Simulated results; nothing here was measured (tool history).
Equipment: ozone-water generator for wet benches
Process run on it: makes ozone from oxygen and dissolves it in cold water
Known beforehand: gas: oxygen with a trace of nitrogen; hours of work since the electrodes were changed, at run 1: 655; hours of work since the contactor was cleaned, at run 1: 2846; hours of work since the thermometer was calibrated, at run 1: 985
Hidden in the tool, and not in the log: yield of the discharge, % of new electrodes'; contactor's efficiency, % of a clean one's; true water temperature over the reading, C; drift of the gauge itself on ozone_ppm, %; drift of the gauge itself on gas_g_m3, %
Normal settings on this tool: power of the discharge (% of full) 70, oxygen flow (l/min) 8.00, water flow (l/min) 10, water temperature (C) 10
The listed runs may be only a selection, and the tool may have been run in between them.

run,hour,power of the discharge (% of full),oxygen flow (l/min),water flow (l/min),water temperature (C),hours of work since the electrodes were changed,hours of work since the contactor was cleaned,hours of work since the thermometer was calibrated,dissolved ozone (ppm),ozone in the gas ahead of the water (g/m3)
1,0.0,70,8.00,10,10,655,2846,985,35.0,150.7
2,35.3,70,8.00,10,10,688,2879,1018,35.0,150.3
3,64.7,70,8.00,10,13,716,2907,1046,32.9,152.0
4,86.3,70,8.00,10,13,737,2928,1066,33.0,151.1
5,135.2,70,8.00,10,12,783,2974,1112,33.7,149.4
6,183.2,70,8.00,10,12,828,3019,1158,33.6,150.1
7,214.4,70,8.00,10,10,858,3049,1187,35.3,150.4
8,243.5,70,8.00,10,10,885,3076,1215,34.8,152.2
9,267.6,70,8.00,10,10,908,3099,1238,34.6,151.4
10,304.1,52,8.00,10,10,942,3133,1272,28.6,123.5
11,336.1,70,8.00,11,10,973,3164,1302,32.8,149.6
12,374.6,70,8.00,11,10,1009,3200,1339,33.6,149.7

Run 13 is up next; what results do you expect?
13,413.9,70,6.31,11,10,1046,3237,1376,?,?

Run 13 came out at dissolved ozone (ppm) 32.9, ozone in the gas ahead of the water (g/m3) 163.5.
If the tool had no hidden condition, the same run with the same run-to-run variation would have returned dissolved ozone (ppm) 32.9, ozone in the gas ahead of the water (g/m3) 163.6.
